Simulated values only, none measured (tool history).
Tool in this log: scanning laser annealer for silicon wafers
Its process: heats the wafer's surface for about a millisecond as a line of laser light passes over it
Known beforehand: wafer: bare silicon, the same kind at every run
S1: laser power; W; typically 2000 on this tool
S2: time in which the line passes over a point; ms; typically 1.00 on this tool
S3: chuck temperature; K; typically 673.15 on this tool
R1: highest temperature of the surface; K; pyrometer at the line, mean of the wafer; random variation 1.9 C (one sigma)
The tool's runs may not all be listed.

run     day    S1    S2      S3       R1
  1   0.000  2000  1.00  673.15  1377.15
  2   2.079  2000  1.15  673.15  1430.15
  3   4.433  2000  1.21  673.15  1448.15
  4   6.000  2000  1.00  689.15  1386.15
  5   8.312  2000  1.00  673.15  1372.15
  6   9.892  2000  1.00  692.15  1390.15
  7  10.958  2000  1.00  692.15  1387.15
     13.033  -- window over the wafer cleaned
  8  13.588  2000  1.00  668.15  1405.15
  9  15.208  2000  1.00  668.15  1398.15
 10  17.125  2000  1.00  668.15  1399.15
 11  19.229  2000  1.00  668.15  1399.15
 12  20.846  2000  1.00  668.15  1399.15
 13  23.117  2000  1.00  668.15  1404.15
 14  24.975  2000  1.00  668.15  1396.15
 15  27.004  2000  1.00  649.15  1375.15
 16  29.054  2000  1.21  673.15  1477.15
 17  30.525  2000  1.21  673.15  1478.15
 18  32.583  1794  1.21  673.15  1391.15
 19  34.400  2000  1.00  673.15  1396.15
 20  36.054  2000  1.00  673.15  1391.15
 21  37.538  2000  1.00  673.15  1396.15
 22  39.150  2000  0.96  659.15  1363.15
 23  40.608  2000  0.96  659.15  1364.15
 24  43.217  1854  1.00  673.15  1339.15
 25  44.862  1854  1.00  673.15  1334.15
 26  47.408  1815  0.97  673.15  1308.15
 27  49.538  1815  0.97  673.15  1307.15
 28  52.171  1872  1.01  671.15  1341.15
 29  54.479  1807  0.72  702.15  1241.15
 30  56.442  1744  0.72  644.15  1161.15
     57.775  -- optics aligned, line set to its width
 31  58.100  1744  0.72  644.15  1166.15
 32  59.988  2000  0.73  659.15  1261.15
 33  61.708  1864  1.00  701.15  1362.15
 34  63.542  1866  0.77  643.15  1222.15
 35  65.371  2000  1.00  650.15  1360.15
 36  67.283  2117  1.00  668.15  1419.15
 37  68.512  1720  0.75  662.15  1183.15
 38  69.579  1720  0.75  662.15  1183.15
 39  71.400  1712  1.00  656.15  1257.15
 40  72.804  1712  1.00  656.15  1258.15
 41  74.788  1712  1.00  656.15  1259.15

Consider 3 possible next runs. They are alternatives, not a sequence: every one starts from the tool as it was left by run 41. What does each give?
  A  76.838  1781  1.00  673.15   ?
  B  76.838  1850  0.86  638.15   ?
  C  76.838  1761  1.17  703.15   ?

run       R1
  A  1299.15
  B  1236.15
  C  1374.15
What these runs would have given with no unlogged condition in the tool:
run       R1
  A  1327.15
  B  1263.15
  C  1404.15
